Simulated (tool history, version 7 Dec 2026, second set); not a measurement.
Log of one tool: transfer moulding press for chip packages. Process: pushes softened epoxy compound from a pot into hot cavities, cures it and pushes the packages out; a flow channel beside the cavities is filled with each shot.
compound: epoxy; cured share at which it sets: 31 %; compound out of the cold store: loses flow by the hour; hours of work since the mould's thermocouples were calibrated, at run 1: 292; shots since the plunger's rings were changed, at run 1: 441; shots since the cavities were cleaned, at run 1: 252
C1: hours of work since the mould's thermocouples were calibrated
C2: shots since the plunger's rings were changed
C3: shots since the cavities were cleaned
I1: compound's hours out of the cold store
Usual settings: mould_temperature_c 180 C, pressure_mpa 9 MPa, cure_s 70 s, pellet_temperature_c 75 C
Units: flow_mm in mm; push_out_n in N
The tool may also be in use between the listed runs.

Run 1, hour 0: usual settings; C1 292; C2 441; C3 252; I1 47. Result: flow_mm 497 mm, push_out_n 597 N.
Run 2, hour 10.7: usual settings; C1 298; C2 594; C3 405; I1 33.3. Result: flow_mm 537 mm, push_out_n 643 N.
Run 3, hour 23.9: usual settings; C1 305; C2 783; C3 594; I1 23.2. Result: flow_mm 567 mm, push_out_n 699 N.
Run 4, hour 34.7: usual settings but pellet_temperature_c 77 C; C1 311; C2 936; C3 747; I1 45.6. Result: flow_mm 506 mm, push_out_n 709 N.
At hour 38.1: cavities cleaned with cleaning compound and waxed.
Run 5, hour 50: usual settings but pressure_mpa 7.57 MPa; C1 319; C2 1133; C3 169; I1 15.5. Result: flow_mm 547 mm, push_out_n 838 N.
Run 6, hour 65.3: usual settings but pressure_mpa 7.79 MPa; C1 328; C2 1352; C3 388; I1 46.1. Result: flow_mm 464 mm, push_out_n 810 N.
Run 7, hour 72.5: usual settings but pressure_mpa 10.12 MPa; C1 332; C2 1454; C3 490; I1 31.4. Result: flow_mm 576 mm, push_out_n 783 N.
At hour 81.9: cavities cleaned with cleaning compound and waxed, once more.
Run 8, hour 89.2: usual settings but mould_temperature_c 183 C; C1 340; C2 1672; C3 105; I1 21.4. Result: flow_mm 560 mm, push_out_n 483 N.
Run 9, hour 102.7: usual settings but mould_temperature_c 183 C; C1 348; C2 1864; C3 297; I1 26.4. Result: flow_mm 549 mm, push_out_n 525 N.
Run 10, hour 115.2: usual settings but mould_temperature_c 183 C; C1 355; C2 2043; C3 476; I1 10.4. Result: flow_mm 602 mm, push_out_n 611 N.
Run 11, hour 122.2: usual settings but mould_temperature_c 183 C; C1 359; C2 2142; C3 575; I1 22. Result: flow_mm 566 mm, push_out_n 621 N.
Run 12, hour 130.7: usual settings; C1 364; C2 2264; C3 697; I1 36.6. Result: flow_mm 523 mm, push_out_n 694 N.
At hour 136.6: cavities cleaned with cleaning compound and waxed.
Run 13, hour 141.1: usual settings but mould_temperature_c 185 C; C1 369; C2 2391; C3 64; I1 43.8. Result: flow_mm 495 mm, push_out_n 453 N.
Run 14, hour 156.4: usual settings but mould_temperature_c 185 C; C1 377; C2 2610; C3 283; I1 26.5. Result: flow_mm 541 mm, push_out_n 506 N.
Run 15, hour 168.9: usual settings but mould_temperature_c 185 C; C1 384; C2 2788; C3 461; I1 41.5. Result: flow_mm 499 mm, push_out_n 547 N.
Run 16, hour 182: usual settings but mould_temperature_c 185 C; C1 392; C2 2975; C3 648; I1 39. Result: flow_mm 501 mm, push_out_n 573 N.
Run 17, hour 189.4: usual settings but mould_temperature_c 185 C, pressure_mpa 10.87 MPa, pellet_temperature_c 70 C; C1 396; C2 3080; C3 753; I1 44.2. Result: flow_mm 541 mm, push_out_n 600 N.
At hour 191.7: cavities cleaned with cleaning compound and waxed.
Run 18, hour 204.1: usual settings but mould_temperature_c 175 C, pressure_mpa 8.64 MPa; C1 403; C2 3269; C3 177; I1 22.4. Result: flow_mm 564 mm, push_out_n 780 N.
Run 19, hour 217.6: usual settings but pellet_temperature_c 84 C; C1 411; C2 3461; C3 369; I1 26.3. Result: flow_mm 548 mm, push_out_n 636 N.
Run 20, hour 230.4: usual settings but mould_temperature_c 181 C, pressure_mpa 10.96 MPa, cure_s 75 s, pellet_temperature_c 78 C; C1 418; C2 3644; C3 552; I1 28.3. Result: flow_mm 598 mm, push_out_n 594 N.
At hour 247.1: cavities cleaned with cleaning compound and waxed.
Run 21, hour 247.2: usual settings but mould_temperature_c 181 C, pressure_mpa 8.22 MPa, cure_s 75 s, pellet_temperature_c 78 C; C1 426; C2 3864; C3 3; I1 31.1. Result: flow_mm 506 mm, push_out_n 435 N.
Run 22, hour 258.5: usual settings but mould_temperature_c 181 C, pressure_mpa 8.22 MPa, cure_s 91 s, pellet_temperature_c 78 C; C1 433; C2 4025; C3 164; I1 31.5. Result: flow_mm 507 mm, push_out_n 474 N.
Run 23, hour 266.9: usual settings but cure_s 64 s; C1 438; C2 4144; C3 283; I1 31.6. Result: flow_mm 521 mm, push_out_n 705 N.

The next listed run, before its measurement:
Run 24, hour 278.1: usual settings but pressure_mpa 10.43 MPa, pellet_temperature_c 69 C; C1 444; C2 4305; C3 444; I1 11. Result: flow_mm ?, push_out_n ?.

Run 24 gave flow_mm 639 mm, push_out_n 668 N.
Without the tool's hidden state the same run would have given flow_mm 670 mm, push_out_n 518 N.
